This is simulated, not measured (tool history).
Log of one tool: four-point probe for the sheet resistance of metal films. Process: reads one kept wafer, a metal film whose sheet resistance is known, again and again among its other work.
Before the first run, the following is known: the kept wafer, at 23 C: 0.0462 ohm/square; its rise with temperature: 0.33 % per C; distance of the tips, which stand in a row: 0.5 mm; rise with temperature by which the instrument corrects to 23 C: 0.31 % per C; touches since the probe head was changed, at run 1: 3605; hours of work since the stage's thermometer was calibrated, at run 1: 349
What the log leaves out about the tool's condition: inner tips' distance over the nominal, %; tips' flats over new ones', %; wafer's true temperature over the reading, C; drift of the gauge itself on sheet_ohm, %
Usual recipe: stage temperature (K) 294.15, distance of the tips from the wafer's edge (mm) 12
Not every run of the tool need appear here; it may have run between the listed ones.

| run | hour | stage temperature (K) | distance of the tips from the wafer's edge (mm) | touches since the probe head was changed | hours of work since the stage's thermometer was calibrated | sheet resistance as the instrument gives it (ohm/square) |
|---|---|---|---|---|---|---|
| 1 | 0 | 294.15 | 12 | 3605 | 349 | 0.046018 |
| 2 | 23.6 | 294.15 | 12 | 4212 | 361 | 0.046033 |
| 3 | 37.9 | 294.15 | 12 | 4580 | 367 | 0.046 |
| 4 | 57.2 | 294.15 | 12 | 5075 | 377 | 0.046005 |
| 5 | 77.6 | 294.15 | 12 | 5601 | 387 | 0.046025 |
| 6 | 95.4 | 299.15 | 12 | 6058 | 395 | 0.046041 |
| 7 | 114.9 | 299.15 | 12 | 6560 | 404 | 0.046031 |
| 8 | 125.8 | 299.15 | 12 | 6840 | 410 | 0.046068 |
| 9 | 149.5 | 299.15 | 12 | 7448 | 421 | 0.046037 |
| 10 | 163 | 299.15 | 12 | 7795 | 428 | 0.046016 |
| 11 | 176 | 294.15 | 63 | 8131 | 434 | 0.045938 |
| 12 | 191.3 | 294.15 | 12 | 8524 | 441 | 0.045984 |
| 13 | 201.8 | 294.15 | 12 | 8792 | 446 | 0.046008 |
| 14 | 216.1 | 301.15 | 12 | 9160 | 453 | 0.046054 |
| 15 | 237.3 | 308.15 | 12 | 9705 | 463 | 0.046113 |
| 16 | 250.5 | 294.15 | 12 | 10046 | 470 | 0.045995 |
| 17 | 262 | 302.15 | 12 | 10342 | 475 | 0.046061 |
| 18 | 278 | 302.15 | 12 | 10754 | 483 | 0.046037 |
| 19 | 301.2 | 294.15 | 11 | 11348 | 494 | 0.045996 |
| 20 | 312 | 294.15 | 11 | 11627 | 499 | 0.046003 |
| 21 | 326.8 | 293.15 | 12 | 12006 | 506 | 0.045971 |
| 22 | 343.7 | 293.15 | 12 | 12440 | 514 | 0.045986 |
| 23 | 367.6 | 294.15 | 4 | 13055 | 526 | 0.046324 |
| 24 | 382.7 | 301.15 | 4 | 13444 | 533 | 0.046369 |
| 25 | 400.1 | 292.15 | 7 | 13891 | 541 | 0.046054 |
| 26 | 417.3 | 301.15 | 74 | 14334 | 550 | 0.045983 |
|  | 419.8 | stage's thermometer calibrated |
| 27 | 431.8 | 302.15 | 38 | 14693 | 6 | 0.046002 |
| 28 | 453.6 | 302.15 | 38 | 15253 | 16 | 0.045983 |
| 29 | 472.5 | 302.15 | 38 | 15740 | 25 | 0.045984 |
|  | 482.2 | stage's thermometer calibrated, once more |
| 30 | 494.7 | 302.15 | 38 | 16299 | 6 | 0.04598 |
| 31 | 518.2 | 302.15 | 38 | 16901 | 17 | 0.045989 |
| 32 | 535.6 | 302.15 | 38 | 17349 | 26 | 0.04598 |
| 33 | 557.4 | 302.15 | 38 | 17909 | 36 | 0.045978 |
| 34 | 579.7 | 302.15 | 38 | 18482 | 47 | 0.045966 |
| 35 | 590.5 | 303.15 | 12 | 18760 | 52 | 0.046013 |
| 36 | 605.9 | 303.15 | 4 | 19157 | 59 | 0.046355 |
| 37 | 622 | 303.15 | 4 | 19572 | 67 | 0.046357 |
| 38 | 634.8 | 294.15 | 13 | 19900 | 73 | 0.045931 |
| 39 | 646.4 | 294.15 | 12 | 20198 | 79 | 0.045957 |

The logged runs with the hidden state left out (each run's random variation unchanged):
| run | sheet resistance as the instrument gives it (ohm/square) |
|---|---|
| 1 | 0.046224 |
| 2 | 0.046242 |
| 3 | 0.04621 |
| 4 | 0.046217 |
| 5 | 0.04624 |
| 6 | 0.046259 |
| 7 | 0.046251 |
| 8 | 0.04629 |
| 9 | 0.046261 |
| 10 | 0.046243 |
| 11 | 0.046165 |
| 12 | 0.046214 |
| 13 | 0.046239 |
| 14 | 0.046286 |
| 15 | 0.046349 |
| 16 | 0.046233 |
| 17 | 0.0463 |
| 18 | 0.046279 |
| 19 | 0.04624 |
| 20 | 0.046249 |
| 21 | 0.046217 |
| 22 | 0.046235 |
| 23 | 0.046578 |
| 24 | 0.046625 |
| 25 | 0.04631 |
| 26 | 0.046241 |
| 27 | 0.046263 |
| 28 | 0.046246 |
| 29 | 0.046249 |
| 30 | 0.046249 |
| 31 | 0.04626 |
| 32 | 0.046253 |
| 33 | 0.046254 |
| 34 | 0.046245 |
| 35 | 0.046293 |
| 36 | 0.046639 |
| 37 | 0.046643 |
| 38 | 0.046216 |
| 39 | 0.046244 |

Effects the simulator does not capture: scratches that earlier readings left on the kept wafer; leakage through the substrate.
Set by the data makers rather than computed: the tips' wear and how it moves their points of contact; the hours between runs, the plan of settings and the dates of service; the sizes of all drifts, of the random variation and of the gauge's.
